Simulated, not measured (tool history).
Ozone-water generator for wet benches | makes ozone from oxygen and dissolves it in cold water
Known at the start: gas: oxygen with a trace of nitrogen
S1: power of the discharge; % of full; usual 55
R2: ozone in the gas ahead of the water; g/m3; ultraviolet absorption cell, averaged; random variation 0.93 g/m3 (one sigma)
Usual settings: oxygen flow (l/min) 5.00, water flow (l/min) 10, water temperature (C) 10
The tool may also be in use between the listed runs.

{"run": 1, "day": 0.0, "S1": 55, "oxygen flow (l/min)": 5.0, "water flow (l/min)": 10, "water temperature (C)": 10, "dissolved ozone (ppm)": 21.0, "R2": 149.8}
{"run": 2, "day": 3.267, "S1": 55, "oxygen flow (l/min)": 5.0, "water flow (l/min)": 10, "water temperature (C)": 10, "dissolved ozone (ppm)": 20.8, "R2": 150.1}
{"run": 3, "day": 4.979, "S1": 55, "oxygen flow (l/min)": 5.0, "water flow (l/min)": 10, "water temperature (C)": 10, "dissolved ozone (ppm)": 20.8, "R2": 150.6}
{"run": 4, "day": 7.792, "S1": 55, "oxygen flow (l/min)": 5.0, "water flow (l/min)": 10, "water temperature (C)": 10, "dissolved ozone (ppm)": 20.9, "R2": 151.8}
{"run": 5, "day": 11.55, "S1": 55, "oxygen flow (l/min)": 5.0, "water flow (l/min)": 10, "water temperature (C)": 10, "dissolved ozone (ppm)": 20.8, "R2": 150.7}
{"run": 6, "day": 13.325, "S1": 55, "oxygen flow (l/min)": 6.13, "water flow (l/min)": 10, "water temperature (C)": 10, "dissolved ozone (ppm)": 19.8, "R2": 132.9}
{"run": 7, "day": 15.8, "S1": 55, "oxygen flow (l/min)": 5.0, "water flow (l/min)": 7, "water temperature (C)": 10, "dissolved ozone (ppm)": 25.6, "R2": 150.7}
{"day": 18.625, "done": "contactor cleaned"}
{"run": 8, "day": 19.196, "S1": 55, "oxygen flow (l/min)": 5.0, "water flow (l/min)": 7, "water temperature (C)": 10, "dissolved ozone (ppm)": 25.1, "R2": 151.6}
{"run": 9, "day": 23.042, "S1": 55, "oxygen flow (l/min)": 5.0, "water flow (l/min)": 7, "water temperature (C)": 6, "dissolved ozone (ppm)": 27.2, "R2": 150.6}
{"run": 10, "day": 26.654, "S1": 55, "oxygen flow (l/min)": 5.0, "water flow (l/min)": 7, "water temperature (C)": 6, "dissolved ozone (ppm)": 27.3, "R2": 149.7}
{"day": 28.212, "done": "contactor cleaned, once more"}
{"run": 11, "day": 28.883, "S1": 55, "oxygen flow (l/min)": 5.0, "water flow (l/min)": 10, "water temperature (C)": 10, "dissolved ozone (ppm)": 21.0, "R2": 150.3}
{"run": 12, "day": 31.517, "S1": 55, "oxygen flow (l/min)": 5.0, "water flow (l/min)": 10, "water temperature (C)": 10, "dissolved ozone (ppm)": 21.2, "R2": 149.9}
{"run": 13, "day": 34.954, "S1": 55, "oxygen flow (l/min)": 5.0, "water flow (l/min)": 10, "water temperature (C)": 10, "dissolved ozone (ppm)": 21.0, "R2": 148.6}
{"run": 14, "day": 37.617, "S1": 55, "oxygen flow (l/min)": 5.0, "water flow (l/min)": 10, "water temperature (C)": 10, "dissolved ozone (ppm)": 21.4, "R2": 147.4}
{"run": 15, "day": 40.833, "S1": 55, "oxygen flow (l/min)": 5.0, "water flow (l/min)": 10, "water temperature (C)": 10, "dissolved ozone (ppm)": 20.9, "R2": 149.3}
{"run": 16, "day": 43.938, "S1": 55, "oxygen flow (l/min)": 5.0, "water flow (l/min)": 10, "water temperature (C)": 10, "dissolved ozone (ppm)": 20.8, "R2": 147.1}
{"run": 17, "day": 45.883, "S1": 55, "oxygen flow (l/min)": 5.0, "water flow (l/min)": 10, "water temperature (C)": 10, "dissolved ozone (ppm)": 20.8, "R2": 150.4}
{"run": 18, "day": 48.917, "S1": 55, "oxygen flow (l/min)": 5.0, "water flow (l/min)": 10, "water temperature (C)": 10, "dissolved ozone (ppm)": 21.3, "R2": 146.8}
{"run": 19, "day": 51.496, "S1": 55, "oxygen flow (l/min)": 5.0, "water flow (l/min)": 15, "water temperature (C)": 14, "dissolved ozone (ppm)": 14.8, "R2": 148.4}
{"run": 20, "day": 55.175, "S1": 55, "oxygen flow (l/min)": 5.76, "water flow (l/min)": 10, "water temperature (C)": 10, "dissolved ozone (ppm)": 20.3, "R2": 135.4}
{"run": 21, "day": 58.771, "S1": 55, "oxygen flow (l/min)": 5.76, "water flow (l/min)": 10, "water temperature (C)": 10, "dissolved ozone (ppm)": 20.1, "R2": 136.2}
{"run": 22, "day": 61.825, "S1": 73, "oxygen flow (l/min)": 2.77, "water flow (l/min)": 10, "water temperature (C)": 11, "dissolved ozone (ppm)": 26.3, "R2": 257.4}
{"run": 23, "day": 65.604, "S1": 73, "oxygen flow (l/min)": 2.77, "water flow (l/min)": 10, "water temperature (C)": 11, "dissolved ozone (ppm)": 26.4, "R2": 257.9}
{"run": 24, "day": 68.075, "S1": 55, "oxygen flow (l/min)": 4.78, "water flow (l/min)": 10, "water temperature (C)": 10, "dissolved ozone (ppm)": 20.9, "R2": 148.8}
{"run": 25, "day": 72.138, "S1": 96, "oxygen flow (l/min)": 6.25, "water flow (l/min)": 10, "water temperature (C)": 10, "dissolved ozone (ppm)": 29.8, "R2": 191.9}
{"run": 26, "day": 74.183, "S1": 93, "oxygen flow (l/min)": 5.0, "water flow (l/min)": 10, "water temperature (C)": 10, "dissolved ozone (ppm)": 30.6, "R2": 213.4}
{"run": 27, "day": 76.825, "S1": 51, "oxygen flow (l/min)": 5.0, "water flow (l/min)": 16, "water temperature (C)": 5, "dissolved ozone (ppm)": 14.7, "R2": 139.6}
{"run": 28, "day": 79.871, "S1": 51, "oxygen flow (l/min)": 5.0, "water flow (l/min)": 16, "water temperature (C)": 5, "dissolved ozone (ppm)": 14.9, "R2": 137.8}
{"run": 29, "day": 82.304, "S1": 55, "oxygen flow (l/min)": 3.54, "water flow (l/min)": 10, "water temperature (C)": 8, "dissolved ozone (ppm)": 21.9, "R2": 178.9}
{"run": 30, "day": 84.367, "S1": 55, "oxygen flow (l/min)": 3.54, "water flow (l/min)": 10, "water temperature (C)": 8, "dissolved ozone (ppm)": 21.9, "R2": 178.7}
{"run": 31, "day": 86.521, "S1": 55, "oxygen flow (l/min)": 3.54, "water flow (l/min)": 10, "water temperature (C)": 8, "dissolved ozone (ppm)": 21.9, "R2": 178.0}
{"run": 32, "day": 90.317, "S1": 99, "oxygen flow (l/min)": 3.12, "water flow (l/min)": 12, "water temperature (C)": 6, "dissolved ozone (ppm)": 29.8, "R2": 295.5}

Forecast each of these 3 alternatives for the next run:
{"run": "A", "day": 93.85, "S1": 64, "oxygen flow (l/min)": 5.0, "water flow (l/min)": 10, "water temperature (C)": 12, "dissolved ozone (ppm)": "?", "R2": "?"}
{"run": "B", "day": 93.85, "S1": 99, "oxygen flow (l/min)": 3.12, "water flow (l/min)": 12, "water temperature (C)": 17, "dissolved ozone (ppm)": "?", "R2": "?"}
{"run": "C", "day": 93.85, "S1": 57, "oxygen flow (l/min)": 3.12, "water flow (l/min)": 12, "water temperature (C)": 6, "dissolved ozone (ppm)": "?", "R2": "?"}

run=A dissolved_ozone_(ppm)=22.1 R2=163.1
run=B dissolved_ozone_(ppm)=25.7 R2=295.1
run=C dissolved_ozone_(ppm)=20.3 R2=200.0
Without the tool's hidden state the same runs would have given:
run=A dissolved_ozone_(ppm)=24.8 R2=179.5
run=B dissolved_ozone_(ppm)=29.8 R2=336.0
run=C dissolved_ozone_(ppm)=22.5 R2=218.1

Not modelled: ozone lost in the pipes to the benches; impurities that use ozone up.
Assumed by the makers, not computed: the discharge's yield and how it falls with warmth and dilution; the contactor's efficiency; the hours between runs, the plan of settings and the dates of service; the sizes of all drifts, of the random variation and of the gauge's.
